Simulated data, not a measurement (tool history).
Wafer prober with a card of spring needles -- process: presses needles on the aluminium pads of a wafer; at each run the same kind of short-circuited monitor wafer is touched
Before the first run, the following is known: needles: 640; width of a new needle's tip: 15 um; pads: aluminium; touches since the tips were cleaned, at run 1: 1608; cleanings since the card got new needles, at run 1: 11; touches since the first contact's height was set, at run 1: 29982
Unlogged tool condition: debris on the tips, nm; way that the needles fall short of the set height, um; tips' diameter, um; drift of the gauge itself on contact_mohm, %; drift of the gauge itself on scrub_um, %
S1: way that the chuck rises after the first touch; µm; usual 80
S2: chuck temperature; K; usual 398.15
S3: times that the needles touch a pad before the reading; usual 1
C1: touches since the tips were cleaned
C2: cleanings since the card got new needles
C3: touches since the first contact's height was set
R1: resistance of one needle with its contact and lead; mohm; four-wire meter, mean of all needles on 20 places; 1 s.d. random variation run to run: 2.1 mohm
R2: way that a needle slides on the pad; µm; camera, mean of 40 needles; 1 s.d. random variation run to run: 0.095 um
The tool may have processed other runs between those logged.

run	hour	S1	S2	S3	C1	C2	C3	R1	R2
1	0	80	398.15	1	1608	11	29982	240	14.78
# hour 2.3: tips cleaned on abrasive film
# hour 8: tips cleaned on abrasive film
2	12.2	80	398.15	1	1931	13	35600	235	14.9
# hour 13.6: tips cleaned on abrasive film
# hour 19.1: tips cleaned on abrasive film
# hour 25.1: tips cleaned on abrasive film
# hour 30.4: tips cleaned on abrasive film
3	30.4	80	398.15	1	0	17	43986	235	14.89
# hour 36.2: tips cleaned on abrasive film
# hour 42.1: tips cleaned on abrasive film
4	43.2	80	398.15	1	507	19	49896	240	14.85
# hour 48.2: tips cleaned on abrasive film
# hour 53.8: tips cleaned on abrasive film
# hour 59.3: tips cleaned on abrasive film
5	59.9	80	398.15	1	291	22	57624	236	14.91
# hour 64.9: tips cleaned on abrasive film
# hour 71.1: tips cleaned on abrasive film
6	71.3	82	330.15	1	98	24	62859	220	15.22
# hour 77.3: tips cleaned on abrasive film
# hour 83.3: tips cleaned on abrasive film
# hour 89.1: tips cleaned on abrasive film
7	89.5	66	354.15	2	160	27	71270	229	12.4
# hour 95.2: tips cleaned on abrasive film
8	97.7	68	310.15	2	1138	28	75073	218	12.72
# hour 101.3: tips cleaned on abrasive film
# hour 107: tips cleaned on abrasive film
9	111.6	74	398.15	1	2146	30	81510	240	13.89
# hour 112.5: tips cleaned on abrasive film
# hour 118.3: tips cleaned on abrasive film
# hour 124.6: tips cleaned on abrasive film
10	127.8	74	377.15	1	1505	33	89008	229	13.87

What if the next run were any one of these 5? Each begins from the tool's condition after run 10:
# hour 130.5: tips cleaned on abrasive film
# hour 135.9: tips cleaned on abrasive film
# hour 142.1: tips cleaned on abrasive film
A	145.8	74	377.15	1	1744	36	97326	?	?
# hour 130.5: tips cleaned on abrasive film
# hour 135.9: tips cleaned on abrasive film
# hour 142.1: tips cleaned on abrasive film
B	145.8	74	377.15	1	1744	36	97326	?	?
# hour 130.5: tips cleaned on abrasive film
# hour 135.9: tips cleaned on abrasive film
# hour 142.1: tips cleaned on abrasive film
C	145.8	74	330.15	2	1744	36	97326	?	?
# hour 130.5: tips cleaned on abrasive film
# hour 135.9: tips cleaned on abrasive film
# hour 142.1: tips cleaned on abrasive film
D	145.8	74	357.15	1	1744	36	97326	?	?
# hour 130.5: tips cleaned on abrasive film
# hour 135.9: tips cleaned on abrasive film
# hour 142.1: tips cleaned on abrasive film
E	145.8	63	313.15	1	1744	36	97326	?	?

run	R1	R2
A	230	13.9
B	235	13.86
C	221	13.78
D	230	13.9
E	220	11.75
Without the tool's unlogged condition, the same runs would have read:
run	R1	R2
A	229	13.91
B	234	13.86
C	221	13.78
D	229	13.91
E	219	11.76
